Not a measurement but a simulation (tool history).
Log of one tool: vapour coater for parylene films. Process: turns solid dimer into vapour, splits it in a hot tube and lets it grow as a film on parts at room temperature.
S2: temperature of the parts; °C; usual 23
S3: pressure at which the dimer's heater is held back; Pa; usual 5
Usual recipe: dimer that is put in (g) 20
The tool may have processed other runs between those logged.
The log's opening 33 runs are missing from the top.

run 34 hour=1475.9 | dimer_that_is_put_in_(g)=21 S2=23 S3=8.55 | thickness_of_the_film_(um)=14.85
run 35 hour=1510.7 | dimer_that_is_put_in_(g)=12 S2=29 S3=5.39 | thickness_of_the_film_(um)=7.73
-- hour=1530.4 table's thermometer calibrated
run 36 hour=1558.1 | dimer_that_is_put_in_(g)=10 S2=20 S3=8.04 | thickness_of_the_film_(um)=7.85
run 37 hour=1620.5 | dimer_that_is_put_in_(g)=10 S2=20 S3=8.04 | thickness_of_the_film_(um)=7.82
run 38 hour=1677 | dimer_that_is_put_in_(g)=10 S2=20 S3=8.04 | thickness_of_the_film_(um)=7.9
run 39 hour=1703.7 | dimer_that_is_put_in_(g)=18 S2=16 S3=2.15 | thickness_of_the_film_(um)=19.09
run 40 hour=1740.9 | dimer_that_is_put_in_(g)=18 S2=16 S3=2.15 | thickness_of_the_film_(um)=19.13
run 41 hour=1774.7 | dimer_that_is_put_in_(g)=18 S2=16 S3=2.15 | thickness_of_the_film_(um)=19.2
run 42 hour=1838.5 | dimer_that_is_put_in_(g)=35 S2=23 S3=5 | thickness_of_the_film_(um)=27.52
run 43 hour=1883 | dimer_that_is_put_in_(g)=35 S2=23 S3=5 | thickness_of_the_film_(um)=27.25
run 44 hour=1923.1 | dimer_that_is_put_in_(g)=35 S2=20 S3=5 | thickness_of_the_film_(um)=30.15
run 45 hour=1988.2 | dimer_that_is_put_in_(g)=20 S2=18 S3=4.81 | thickness_of_the_film_(um)=18.9
run 46 hour=2050.7 | dimer_that_is_put_in_(g)=20 S2=18 S3=4.81 | thickness_of_the_film_(um)=18.62
run 47 hour=2101.7 | dimer_that_is_put_in_(g)=10 S2=30 S3=3.19 | thickness_of_the_film_(um)=6.83

Consider 3 possible next runs. They are alternatives, not a sequence: every one starts from the tool as it was left by run 47. What does each give?
run A hour=2161.2 | dimer_that_is_put_in_(g)=18 S2=21 S3=5 | thickness_of_the_film_(um)=?
run B hour=2161.2 | dimer_that_is_put_in_(g)=20 S2=23 S3=9.62 | thickness_of_the_film_(um)=?
run C hour=2161.2 | dimer_that_is_put_in_(g)=20 S2=22 S3=5 | thickness_of_the_film_(um)=?

run=A thickness_of_the_film_(um)=14.92
run=B thickness_of_the_film_(um)=13.33
run=C thickness_of_the_film_(um)=15.94
Stripped of hidden state, with their random variation kept, the same runs would have yielded:
run=A thickness_of_the_film_(um)=15.65
run=B thickness_of_the_film_(um)=13.99
run=C thickness_of_the_film_(um)=16.73
